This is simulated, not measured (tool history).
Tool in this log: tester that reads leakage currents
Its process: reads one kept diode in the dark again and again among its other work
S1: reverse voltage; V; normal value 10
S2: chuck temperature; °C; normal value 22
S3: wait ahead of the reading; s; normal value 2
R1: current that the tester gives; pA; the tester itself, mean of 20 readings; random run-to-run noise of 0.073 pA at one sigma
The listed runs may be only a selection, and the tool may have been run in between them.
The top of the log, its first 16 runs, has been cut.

run    hour    S1  S2    S3      R1
 17   706.5    10  22     2   23.99
 18   737.4   3.9  56  0.57  157.41
 19   796.3   3.9  31  6.48   26.32
 20     849   3.9  31  6.48    26.2
 21   909.1   3.9  31  6.48   26.13
 22   952.5    10  52  6.21  178.42
 23   987.6  14.6  52  1.07  211.96
 24  1026.6    10  56  2.98  232.74
 25  1067.7   5.9  44  2.45   79.71
 26  1127.7   5.9  44  2.45   79.42
 27  1184.1   4.9  39  2.92    50.9
 28  1232.7    10  27  0.38   34.68
 29  1288.9   7.8  22  1.02   21.23
 30  1341.6   7.8  21  2.11   19.82
 31  1388.3   7.8  21  2.11   19.84
 32  1423.6   7.8  21  2.11   19.88
 33  1461.6   7.8  36  2.11   50.98

What if the next run were any one of these 4? Each begins from the tool's condition after run 33:
  A  1500.1  3.7  36  1.78   ?
  B  1500.1   10  20     2   ?
  C  1500.1  2.4  34  1.66   ?
  D  1500.1  6.5  47  5.88   ?

run     R1
  A  35.16
  B  22.07
  C  24.65
  D  99.61
Without the tool's hidden state the same runs would have given:
run      R1
  A   35.31
  B   14.94
  C   24.98
  D  103.21

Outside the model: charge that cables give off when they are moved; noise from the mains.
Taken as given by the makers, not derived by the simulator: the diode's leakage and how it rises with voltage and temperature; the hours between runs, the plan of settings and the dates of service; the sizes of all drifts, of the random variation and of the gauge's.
